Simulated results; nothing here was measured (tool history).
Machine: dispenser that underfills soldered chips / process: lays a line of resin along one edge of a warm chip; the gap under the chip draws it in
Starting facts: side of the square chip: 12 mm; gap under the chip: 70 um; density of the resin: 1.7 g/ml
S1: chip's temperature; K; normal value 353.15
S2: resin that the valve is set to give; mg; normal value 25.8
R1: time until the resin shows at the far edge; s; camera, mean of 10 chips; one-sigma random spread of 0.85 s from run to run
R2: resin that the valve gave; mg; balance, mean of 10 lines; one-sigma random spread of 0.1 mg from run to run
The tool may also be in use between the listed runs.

run    day      S1    S2     R1     R2
  1      0  353.15  25.8   90.2  24.43
     0.242  -- new syringe of resin
  2  0.312  353.15  25.8   87.7   24.3
     0.617  -- new syringe of resin
  3  0.625  353.15  25.8   84.1   24.2
  4  0.912  353.15  25.8   98.6  23.83
     0.979  -- new syringe of resin
  5  1.125  353.15  23.2   94.6  21.44
     1.346  -- new syringe of resin
  6  1.446  353.15  23.2   93.6  21.22
       1.6  -- dispensing valve cleaned and set on the balance
  7  1.646  348.15  25.8  118.4  25.75
     1.758  -- new syringe of resin
  8  1.817  348.15  25.8  104.3  25.83
  9  2.012  348.15  25.8  117.6  25.63
     2.133  -- new syringe of resin
 10  2.304  348.15  25.8  112.5  25.55
 11  2.467  361.15  32.5   71.6  31.79
     2.504  -- new syringe of resin
 12  2.704  366.15    33     53  32.43
     2.875  -- new syringe of resin
 13  2.938  344.15  30.1  126.5  29.53
 14  3.079  368.15  27.1   52.1  26.36
     3.233  -- new syringe of resin
 15  3.392  362.15  26.8   64.4  25.92
     3.596  -- new syringe of resin
 16  3.629  354.15  31.7   79.5  30.65
 17  3.875  341.15  30.8  158.9  29.44

Below are 4 alternative next runs, each starting from the tool's condition after run 17. Predict each:
     3.979  -- new syringe of resin
  A  4.15  357.15  28.9   ?   ?
     3.979  -- new syringe of resin
  B  4.15  354.15  29.2   ?   ?
     3.979  -- new syringe of resin
  C  4.15  348.15  22.1   ?   ?
     3.979  -- new syringe of resin
  D  4.15  339.15  26.7   ?   ?

run     R1     R2
  A   77.7  27.54
  B   89.2   28.1
  C  118.4  21.11
  D    169  25.59
Take away the tool's hidden state, keep each run's random variation, and the runs would have read:
run     R1     R2
  A   67.3  28.81
  B   77.2   29.4
  C  101.2  22.09
  D  145.5  26.77

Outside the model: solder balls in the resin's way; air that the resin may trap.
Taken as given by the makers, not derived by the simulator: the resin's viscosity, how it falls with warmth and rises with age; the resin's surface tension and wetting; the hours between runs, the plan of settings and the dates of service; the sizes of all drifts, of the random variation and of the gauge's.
